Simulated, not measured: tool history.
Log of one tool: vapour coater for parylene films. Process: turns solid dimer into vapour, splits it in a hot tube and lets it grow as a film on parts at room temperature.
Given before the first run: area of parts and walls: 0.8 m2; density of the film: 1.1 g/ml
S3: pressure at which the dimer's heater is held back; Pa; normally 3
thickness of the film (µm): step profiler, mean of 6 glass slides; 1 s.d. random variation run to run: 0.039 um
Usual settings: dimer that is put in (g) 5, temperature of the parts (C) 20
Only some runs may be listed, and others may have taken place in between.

Run 1, hour 0: usual settings. Result: thickness of the film (µm) 4.03.
Run 2, hour 25.2: usual settings. Result: thickness of the film (µm) 3.98.
Run 3, hour 82: usual settings. Result: thickness of the film (µm) 3.95.
Run 4, hour 140.4: usual settings but dimer that is put in (g) 3. Result: thickness of the film (µm) 2.36.
Run 5, hour 186: usual settings but dimer that is put in (g) 3. Result: thickness of the film (µm) 2.34.
Run 6, hour 227: usual settings but dimer that is put in (g) 3. Result: thickness of the film (µm) 2.37.
Run 7, hour 279.3: usual settings. Result: thickness of the film (µm) 3.87.
Run 8, hour 330.9: usual settings. Result: thickness of the film (µm) 3.92.
Run 9, hour 368.2: usual settings. Result: thickness of the film (µm) 3.92.
Run 10, hour 410.6: usual settings. Result: thickness of the film (µm) 3.86.
Run 11, hour 445.8: usual settings. Result: thickness of the film (µm) 3.8.
Run 12, hour 491.3: usual settings. Result: thickness of the film (µm) 3.76.
Run 13, hour 516.4: usual settings. Result: thickness of the film (µm) 3.77.
Run 14, hour 568.4: usual settings. Result: thickness of the film (µm) 3.7.
Run 15, hour 593.9: usual settings but dimer that is put in (g) 3. Result: thickness of the film (µm) 2.22.
Run 16, hour 638.1: usual settings but S3 9.77 Pa. Result: thickness of the film (µm) 3.07.
Run 17, hour 690: usual settings but dimer that is put in (g) 8, temperature of the parts (C) 13. Result: thickness of the film (µm) 7.56.
Run 18, hour 730.2: usual settings but dimer that is put in (g) 2, temperature of the parts (C) 30, S3 5.3 Pa. Result: thickness of the film (µm) 1.
Run 19, hour 784.4: usual settings but dimer that is put in (g) 2, temperature of the parts (C) 30, S3 8.41 Pa. Result: thickness of the film (µm) 0.94.
Run 20, hour 832.2: usual settings but dimer that is put in (g) 3, temperature of the parts (C) 16, S3 3.82 Pa. Result: thickness of the film (µm) 2.78.
Run 21, hour 867.9: usual settings but dimer that is put in (g) 3, temperature of the parts (C) 16, S3 3.82 Pa. Result: thickness of the film (µm) 2.84.
Run 22, hour 893: usual settings but S3 4.31 Pa. Result: thickness of the film (µm) 3.87.
Run 23, hour 935.3: usual settings but dimer that is put in (g) 3, temperature of the parts (C) 23, S3 6.51 Pa. Result: thickness of the film (µm) 1.96.
Run 24, hour 988.6: usual settings but temperature of the parts (C) 29, S3 7.53 Pa. Result: thickness of the film (µm) 2.56.
Run 25, hour 1016.9: usual settings but dimer that is put in (g) 9, temperature of the parts (C) 13, S3 4.33 Pa. Result: thickness of the film (µm) 8.97.
Run 26, hour 1046.3: usual settings but temperature of the parts (C) 31, S3 6.78 Pa. Result: thickness of the film (µm) 2.41.
Run 27, hour 1104.1: usual settings but dimer that is put in (g) 8, temperature of the parts (C) 15. Result: thickness of the film (µm) 7.86.

Not shown here: 3 entries made in the log between runs. Locate each between two listed runs and compare the hidden state at the listed run before it with the hidden state at the listed run after it:
Logged between run 10 and run 11: table's thermometer calibrated (hour 415.3)
  vapour lost through the trap's worn valve, %: 4.1 -> 4.3; true temperature of the parts over the reading, C: 1.1 -> 1.53
  measured result minus the result with no hidden state, thickness of the film (µm): -0.33 -> -0.41
Logged between run 17 and run 18: table's thermometer calibrated, once more (hour 694.6)
  vapour lost through the trap's worn valve, %: 5.6 -> 5.8; true temperature of the parts over the reading, C: 1.68 -> 0.06
  measured result minus the result with no hidden state, thickness of the film (µm): -0.95 -> -0.06
Logged between run 19 and run 20: trap's valve overhauled (hour 795.2)
  vapour lost through the trap's worn valve, %: 6 -> 0.2; true temperature of the parts over the reading, C: 0.09 -> 0.12
  measured result minus the result with no hidden state, thickness of the film (µm): -0.06 -> -0.02
